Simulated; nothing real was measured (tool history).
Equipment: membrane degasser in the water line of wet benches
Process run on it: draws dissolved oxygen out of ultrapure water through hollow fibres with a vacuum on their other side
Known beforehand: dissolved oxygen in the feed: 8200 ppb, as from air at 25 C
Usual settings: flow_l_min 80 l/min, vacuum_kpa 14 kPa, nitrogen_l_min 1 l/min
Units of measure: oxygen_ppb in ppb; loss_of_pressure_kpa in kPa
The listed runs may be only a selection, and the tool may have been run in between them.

{"run": 1, "hour": 0.0, "flow_l_min": 80, "vacuum_kpa": 14, "nitrogen_l_min": 1, "oxygen_ppb": 1313.3, "loss_of_pressure_kpa": 40.25}
{"run": 2, "hour": 51.0, "flow_l_min": 80, "vacuum_kpa": 14, "nitrogen_l_min": 1, "oxygen_ppb": 1317.3, "loss_of_pressure_kpa": 39.71}
{"run": 3, "hour": 89.5, "flow_l_min": 80, "vacuum_kpa": 14, "nitrogen_l_min": 1, "oxygen_ppb": 1316.5, "loss_of_pressure_kpa": 39.83}
{"run": 4, "hour": 149.7, "flow_l_min": 80, "vacuum_kpa": 14, "nitrogen_l_min": 1, "oxygen_ppb": 1313.2, "loss_of_pressure_kpa": 39.81}
{"run": 5, "hour": 198.7, "flow_l_min": 80, "vacuum_kpa": 14, "nitrogen_l_min": 1, "oxygen_ppb": 1313.8, "loss_of_pressure_kpa": 39.93}
{"run": 6, "hour": 262.1, "flow_l_min": 80, "vacuum_kpa": 14, "nitrogen_l_min": 0.51, "oxygen_ppb": 1875.3, "loss_of_pressure_kpa": 40.17}
{"run": 7, "hour": 305.5, "flow_l_min": 80, "vacuum_kpa": 14, "nitrogen_l_min": 0.51, "oxygen_ppb": 1875.2, "loss_of_pressure_kpa": 40.14}
{"run": 8, "hour": 347.5, "flow_l_min": 80, "vacuum_kpa": 24.7, "nitrogen_l_min": 1, "oxygen_ppb": 2307.5, "loss_of_pressure_kpa": 40.29}
{"run": 9, "hour": 390.8, "flow_l_min": 80, "vacuum_kpa": 12.4, "nitrogen_l_min": 1, "oxygen_ppb": 1146.6, "loss_of_pressure_kpa": 40.2}
{"run": 10, "hour": 418.8, "flow_l_min": 52, "vacuum_kpa": 19.3, "nitrogen_l_min": 1, "oxygen_ppb": 1376.1, "loss_of_pressure_kpa": 26.08}
{"run": 11, "hour": 475.0, "flow_l_min": 52, "vacuum_kpa": 19.3, "nitrogen_l_min": 1, "oxygen_ppb": 1375.5, "loss_of_pressure_kpa": 25.86}
{"run": 12, "hour": 515.7, "flow_l_min": 52, "vacuum_kpa": 19.3, "nitrogen_l_min": 0.57, "oxygen_ppb": 1940.6, "loss_of_pressure_kpa": 25.96}

Branching from run 12: 5 alternative next runs. What would each branch give?
{"run": "A", "hour": 560.2, "flow_l_min": 125, "vacuum_kpa": 14, "nitrogen_l_min": 1, "oxygen_ppb": "?", "loss_of_pressure_kpa": "?"}
{"run": "B", "hour": 560.2, "flow_l_min": 79, "vacuum_kpa": 15.4, "nitrogen_l_min": 0.61, "oxygen_ppb": "?", "loss_of_pressure_kpa": "?"}
{"run": "C", "hour": 560.2, "flow_l_min": 113, "vacuum_kpa": 19.3, "nitrogen_l_min": 2.21, "oxygen_ppb": "?", "loss_of_pressure_kpa": "?"}
{"run": "D", "hour": 560.2, "flow_l_min": 51, "vacuum_kpa": 9.4, "nitrogen_l_min": 0.57, "oxygen_ppb": "?", "loss_of_pressure_kpa": "?"}
{"run": "E", "hour": 560.2, "flow_l_min": 92, "vacuum_kpa": 21.1, "nitrogen_l_min": 1.5, "oxygen_ppb": "?", "loss_of_pressure_kpa": "?"}

run=A oxygen_ppb=1829.4 loss_of_pressure_kpa=62.51
run=B oxygen_ppb=1893.5 loss_of_pressure_kpa=39.54
run=C oxygen_ppb=1496.3 loss_of_pressure_kpa=56.59
run=D oxygen_ppb=827.1 loss_of_pressure_kpa=25.69
run=E oxygen_ppb=1732.4 loss_of_pressure_kpa=45.83
With no hidden state in the tool, these same runs would have given:
run=A oxygen_ppb=1833.3 loss_of_pressure_kpa=62.17
run=B oxygen_ppb=1906.1 loss_of_pressure_kpa=39.32
run=C oxygen_ppb=1493.8 loss_of_pressure_kpa=56.28
run=D oxygen_ppb=833.6 loss_of_pressure_kpa=25.55
run=E oxygen_ppb=1732.6 loss_of_pressure_kpa=45.58
